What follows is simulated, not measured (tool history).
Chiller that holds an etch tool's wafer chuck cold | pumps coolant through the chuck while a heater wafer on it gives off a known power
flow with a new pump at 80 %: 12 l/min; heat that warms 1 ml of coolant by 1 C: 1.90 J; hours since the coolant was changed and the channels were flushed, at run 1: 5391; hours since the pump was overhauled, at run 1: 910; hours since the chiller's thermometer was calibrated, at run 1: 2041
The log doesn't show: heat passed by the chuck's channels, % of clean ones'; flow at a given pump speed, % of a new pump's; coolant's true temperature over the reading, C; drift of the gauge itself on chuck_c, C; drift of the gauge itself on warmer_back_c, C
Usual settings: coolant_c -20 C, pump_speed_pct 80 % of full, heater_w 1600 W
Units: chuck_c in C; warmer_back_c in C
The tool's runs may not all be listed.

run     day  coolant_c  pump_speed_pct  heater_w  hours since the coolant was changed and the channels were flushed  hours since the pump was overhauled  hours since the chiller's thermometer was calibrated  chuck_c  warmer_back_c
  1   0.000        -20              80      1600                                                               5391                                  910                                                  2041     -2.6           4.28
  2   1.958        -20              80      1600                                                               5438                                  957                                                  2088     -2.9           4.19
  3   3.529        -20              80      1600                                                               5476                                  995                                                  2126     -3.0           4.19
  4   4.767        -27              80      1600                                                               5506                                 1024                                                  2155     -9.8           4.22
  5   6.504        -20              80      1600                                                               5547                                 1066                                                  2197     -3.0           4.21
  6   7.483        -20              80      1600                                                               5571                                 1090                                                  2220     -3.1           4.19
  7   9.146        -20              80      1600                                                               5611                                 1130                                                  2260     -2.9           4.17
  8  10.167        -20              80      1600                                                               5635                                 1154                                                  2285     -3.2           4.15
  9  11.917        -12              80      1600                                                               5677                                 1196                                                  2327      5.1           4.15
 10  13.479        -12              80      1600                                                               5715                                 1234                                                  2364      5.1           4.15
     14.979  -- coolant changed, channels flushed
 11  15.942        -12              80      1600                                                                 23                                 1287                                                  2417      5.2           4.08
 12  17.446        -12              80      1600                                                                 59                                 1323                                                  2454      5.1           4.06
 13  18.829        -12              80      1600                                                                 92                                 1356                                                  2487      5.2           4.09
 14  21.104        -20              85       891                                                                147                                 1410                                                  2541    -11.0           2.08
 15  22.104        -20              85       891                                                                171                                 1435                                                  2565    -11.0           2.06
 16  24.388        -20              85      1137                                                                226                                 1489                                                  2620     -8.3           2.74
 17  25.808        -20              85      1137                                                                260                                 1523                                                  2654     -8.5           2.67
 18  27.125        -20              85      1137                                                                292                                 1555                                                  2686     -8.5           2.63
 19  29.304        -20              77      1137                                                                344                                 1607                                                  2738     -7.5           2.96
 20  31.221        -15              80       955                                                                390                                 1653                                                  2784     -4.8           2.29
 21  32.633        -13              63      1786                                                                424                                 1687                                                  2818     10.6           5.89
 22  34.208        -10              63      1786                                                                461                                 1725                                                  2856     13.8           5.83
 23  35.829        -22              63      1929                                                                500                                 1764                                                  2895      3.7           6.37
 24  37.942        -22              80      2069                                                                551                                 1815                                                  2945      0.0           5.23
 25  39.396        -28              62      2072                                                                586                                 1850                                                  2980      0.0           6.95
 26  40.375        -28              62      2072                                                                610                                 1873                                                  3004     -0.1           6.88

Hidden state or all else? Some run-to-run changes of warmer_back_c, split into what the settings, what came in and random variation would give without the hidden state, and what is left for the hidden state (with any gauge scatter that isn't in both results):
Run 10 -> 11: coolant changed, channels flushed. warmer_back_c -0.07 C: hidden state -0.02, all else -0.05.
Run 13 -> 14: coolant_c -12 -> -20, pump_speed_pct 80 -> 85, heater_w 1600 -> 891. warmer_back_c -2.01 C: hidden state -0.02, all else -1.99.
Run 20 -> 21: coolant_c -15 -> -13, pump_speed_pct 80 -> 63, heater_w 955 -> 1786. warmer_back_c +3.60 C: hidden state -0.01, all else +3.61.
